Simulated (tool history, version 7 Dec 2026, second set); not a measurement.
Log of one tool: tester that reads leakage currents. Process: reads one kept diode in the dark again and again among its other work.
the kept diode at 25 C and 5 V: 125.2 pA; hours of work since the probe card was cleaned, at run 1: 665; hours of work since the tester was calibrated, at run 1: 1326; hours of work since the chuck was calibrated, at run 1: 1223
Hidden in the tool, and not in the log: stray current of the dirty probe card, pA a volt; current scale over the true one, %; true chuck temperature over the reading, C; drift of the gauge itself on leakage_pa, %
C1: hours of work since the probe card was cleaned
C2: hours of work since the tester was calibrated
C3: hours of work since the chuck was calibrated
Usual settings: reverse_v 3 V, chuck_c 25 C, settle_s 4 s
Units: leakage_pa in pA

Run 1, hour 0: usual settings; C1 665; C2 1326; C3 1223. Result: leakage_pa 125.18 pA.
Run 2, hour 27.3: usual settings; C1 681; C2 1342; C3 1239. Result: leakage_pa 124.99 pA.
Run 3, hour 73.2: usual settings; C1 708; C2 1369; C3 1266. Result: leakage_pa 126.96 pA.
Run 4, hour 134.7: usual settings; C1 744; C2 1405; C3 1302. Result: leakage_pa 126.51 pA.
Run 5, hour 196.4: usual settings; C1 780; C2 1441; C3 1338. Result: leakage_pa 128.56 pA.
At hour 208: chuck's temperature calibrated.
Run 6, hour 254.2: usual settings but chuck_c 27 C; C1 813; C2 1474; C3 27. Result: leakage_pa 124.06 pA.
Run 7, hour 289: usual settings but chuck_c 40 C; C1 834; C2 1494; C3 48. Result: leakage_pa 330.67 pA.
Run 8, hour 326.3: usual settings but chuck_c 40 C; C1 856; C2 1516; C3 69. Result: leakage_pa 332.67 pA.
Run 9, hour 387.6: usual settings but chuck_c 40 C; C1 892; C2 1552; C3 105. Result: leakage_pa 333.99 pA.
Run 10, hour 420.7: usual settings but chuck_c 40 C; C1 911; C2 1572; C3 125. Result: leakage_pa 335.02 pA.
Run 11, hour 476.3: usual settings but chuck_c 40 C; C1 944; C2 1604; C3 158. Result: leakage_pa 334.21 pA.
Run 12, hour 535.1: usual settings but reverse_v 3.68 V; C1 978; C2 1639; C3 192. Result: leakage_pa 117.49 pA.
Run 13, hour 599.3: usual settings but settle_s 1.57 s; C1 1016; C2 1677; C3 230. Result: leakage_pa 109.75 pA.
Run 14, hour 656.6: usual settings but reverse_v 4.36 V; C1 1050; C2 1710; C3 264. Result: leakage_pa 125.82 pA.
Run 15, hour 721.2: usual settings but reverse_v 4.36 V; C1 1088; C2 1748; C3 302. Result: leakage_pa 126.63 pA.
Run 16, hour 754.1: usual settings but chuck_c 50 C; C1 1107; C2 1768; C3 321. Result: leakage_pa 693.08 pA.
Run 17, hour 806.4: usual settings; C1 1138; C2 1798; C3 352. Result: leakage_pa 111.17 pA.
Run 18, hour 843.2: usual settings; C1 1159; C2 1820; C3 373. Result: leakage_pa 111.13 pA.
Run 19, hour 887.9: usual settings; C1 1186; C2 1846; C3 399. Result: leakage_pa 112.56 pA.
Run 20, hour 925.3: usual settings; C1 1208; C2 1868; C3 421. Result: leakage_pa 112.29 pA.
Run 21, hour 979.8: usual settings; C1 1240; C2 1900; C3 453. Result: leakage_pa 113.27 pA.
Run 22, hour 1014.1: usual settings but reverse_v 1.63 V, settle_s 0.58 s; C1 1260; C2 1920; C3 474. Result: leakage_pa 91.15 pA.
Run 23, hour 1056.8: usual settings but reverse_v 1.63 V, settle_s 0.58 s; C1 1285; C2 1945; C3 499. Result: leakage_pa 91.47 pA.
Run 24, hour 1098.6: usual settings but reverse_v 1.63 V, chuck_c 58 C, settle_s 0.76 s; C1 1309; C2 1970; C3 523. Result: leakage_pa 954.77 pA.
Run 25, hour 1156: usual settings but reverse_v 15.75 V, chuck_c 41 C, settle_s 6.02 s; C1 1343; C2 2004; C3 557. Result: leakage_pa 704.43 pA.
Run 26, hour 1216.3: usual settings but reverse_v 2.26 V, chuck_c 41 C, settle_s 6.02 s; C1 1379; C2 2039; C3 592. Result: leakage_pa 344.29 pA.
Run 27, hour 1248.1: usual settings but reverse_v 1.09 V, chuck_c 44 C, settle_s 0.33 s; C1 1397; C2 2058; C3 611. Result: leakage_pa 328.76 pA.
Run 28, hour 1313.5: usual settings but reverse_v 2.05 V, chuck_c 21 C, settle_s 0.33 s; C1 1436; C2 2096; C3 650. Result: leakage_pa 75.88 pA.
Run 29, hour 1342.4: usual settings but reverse_v 2.05 V, chuck_c 21 C, settle_s 0.33 s; C1 1453; C2 2113; C3 667. Result: leakage_pa 75.48 pA.
Run 30, hour 1381.7: usual settings but reverse_v 3.64 V, chuck_c 26 C, settle_s 0.68 s; C1 1476; C2 2136; C3 690. Result: leakage_pa 137.51 pA.
Run 31, hour 1431.5: usual settings but reverse_v 3.64 V, chuck_c 26 C, settle_s 0.68 s; C1 1505; C2 2166; C3 719. Result: leakage_pa 138.82 pA.
Run 32, hour 1474: usual settings but reverse_v 3.64 V, chuck_c 26 C, settle_s 4.17 s; C1 1530; C2 2191; C3 744. Result: leakage_pa 137.4 pA.
Run 33, hour 1525.7: usual settings but reverse_v 5.27 V, chuck_c 35 C; C1 1560; C2 2221; C3 774. Result: leakage_pa 313.01 pA.
Run 34, hour 1566.8: usual settings but reverse_v 5.27 V, chuck_c 28 C, settle_s 1.68 s; C1 1585; C2 2245; C3 798. Result: leakage_pa 187.21 pA.
Run 35, hour 1621.8: usual settings but reverse_v 1.21 V, chuck_c 49 C, settle_s 1.39 s; C1 1617; C2 2277; C3 831. Result: leakage_pa 492.55 pA.
Run 36, hour 1672.6: usual settings but reverse_v 3.12 V; C1 1647; C2 2307; C3 861. Result: leakage_pa 122.54 pA.
Run 37, hour 1716.7: usual settings but reverse_v 3.12 V, settle_s 0.63 s; C1 1673; C2 2333; C3 886. Result: leakage_pa 123.36 pA.
Run 38, hour 1750.2: usual settings but reverse_v 17.68 V, chuck_c 54 C; C1 1692; C2 2353; C3 906. Result: leakage_pa 1859.12 pA.

The same runs without the tool's hidden state, with the same run-to-run variation:
run  leakage_pa
  1      104.07
  2      103.68
  3      104.83
  4      103.91
  5         105
  6      122.24
  7      326.14
  8      327.16
  9      326.79
 10      326.88
 11      324.66
 12      112.59
 13      104.71
 14      119.13
 15      119.26
 16      661.13
 17      104.14
 18      103.72
 19       104.6
 20      104.01
 21      104.44
 22       84.13
 23       84.14
 24      891.02
 25      644.83
 26       315.9
 27      301.77
 28       67.93
 29       67.39
 30      122.54
 31      123.19
 32      121.34
 33      277.98
 34       164.1
 35      440.88
 36      106.29
 37      106.79
 38     1646.88
